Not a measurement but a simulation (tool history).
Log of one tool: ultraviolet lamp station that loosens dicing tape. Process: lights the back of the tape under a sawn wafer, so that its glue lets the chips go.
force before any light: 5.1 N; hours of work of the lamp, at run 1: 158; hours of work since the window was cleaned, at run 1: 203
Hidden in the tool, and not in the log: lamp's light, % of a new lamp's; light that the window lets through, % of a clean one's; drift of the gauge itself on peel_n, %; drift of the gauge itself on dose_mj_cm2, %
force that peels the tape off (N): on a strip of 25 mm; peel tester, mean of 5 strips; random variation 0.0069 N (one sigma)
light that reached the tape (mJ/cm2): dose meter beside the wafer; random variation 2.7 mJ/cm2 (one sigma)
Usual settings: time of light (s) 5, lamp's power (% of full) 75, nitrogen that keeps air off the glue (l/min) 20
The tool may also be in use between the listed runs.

| run | hour | time of light (s) | lamp's power (% of full) | nitrogen that keeps air off the glue (l/min) | hours of work of the lamp | hours of work since the window was cleaned | force that peels the tape off (N) | light that reached the tape (mJ/cm2) |
|---|---|---|---|---|---|---|---|---|
| 1 | 0.0 | 5 | 75 | 20 | 158 | 203 | 0.243 | 377 |
| 2 | 21.3 | 5 | 75 | 20 | 173 | 218 | 0.230 | 377 |
| 3 | 39.6 | 4 | 75 | 20 | 186 | 231 | 0.370 | 297 |
| 4 | 64.2 | 4 | 75 | 20 | 204 | 249 | 0.357 | 299 |
| 5 | 87.2 | 4 | 75 | 20 | 220 | 265 | 0.398 | 302 |
| 6 | 107.2 | 4 | 75 | 20 | 234 | 279 | 0.382 | 303 |
| 7 | 125.3 | 5 | 75 | 20 | 247 | 292 | 0.245 | 376 |
| 8 | 137.0 | 5 | 75 | 20 | 256 | 300 | 0.227 | 374 |
| 9 | 156.5 | 5 | 67 | 20 | 269 | 314 | 0.298 | 336 |
| 10 | 176.9 | 5 | 67 | 20 | 284 | 329 | 0.294 | 336 |
| 11 | 196.4 | 5 | 67 | 20 | 298 | 343 | 0.294 | 339 |
| 12 | 219.0 | 5 | 75 | 20 | 314 | 359 | 0.234 | 375 |
| 13 | 241.8 | 2 | 75 | 21 | 330 | 375 | 1.225 | 152 |
| 14 | 269.2 | 3 | 89 | 17 | 349 | 394 | 0.514 | 266 |
| 15 | 283.5 | 2 | 75 | 20 | 360 | 405 | 1.243 | 151 |
| 16 | 295.4 | 7 | 93 | 20 | 368 | 413 | 0.130 | 648 |
| 17 | 313.7 | 5 | 90 | 15 | 381 | 426 | 0.207 | 446 |
| 18 | 336.8 | 5 | 75 | 15 | 397 | 442 | 0.293 | 372 |
| 19 | 362.9 | 6 | 74 | 11 | 416 | 461 | 0.241 | 443 |
|  | 372.5 | window cleaned of glue's vapour |
| 20 | 375.4 | 5 | 94 | 28 | 425 | 2 | 0.148 | 474 |
| 21 | 398.4 | 5 | 94 | 28 | 441 | 18 | 0.156 | 472 |
| 22 | 418.5 | 3 | 94 | 38 | 455 | 33 | 0.303 | 282 |
| 23 | 436.3 | 4 | 69 | 9 | 468 | 45 | 0.709 | 280 |

Forecast each of these 5 alternatives for the next run:
| A | 451.1 | 3 | 77 | 20 | 478 | 56 | ? | ? |
| B | 451.1 | 4 | 75 | 9 | 478 | 56 | ? | ? |
| C | 451.1 | 3 | 69 | 9 | 478 | 56 | ? | ? |
| D | 451.1 | 4 | 69 | 8 | 478 | 56 | ? | ? |
| E | 451.1 | 6 | 67 | 29 | 478 | 56 | ? | ? |

| run | force that peels the tape off (N) | light that reached the tape (mJ/cm2) |
|---|---|---|
| A | 0.600 | 228 |
| B | 0.629 | 301 |
| C | 1.155 | 204 |
| D | 0.758 | 272 |
| E | 0.173 | 398 |
Without the tool's hidden state the same runs would have given:
| run | force that peels the tape off (N) | light that reached the tape (mJ/cm2) |
|---|---|---|
| A | 0.597 | 228 |
| B | 0.627 | 301 |
| C | 1.151 | 204 |
| D | 0.755 | 273 |
| E | 0.173 | 399 |

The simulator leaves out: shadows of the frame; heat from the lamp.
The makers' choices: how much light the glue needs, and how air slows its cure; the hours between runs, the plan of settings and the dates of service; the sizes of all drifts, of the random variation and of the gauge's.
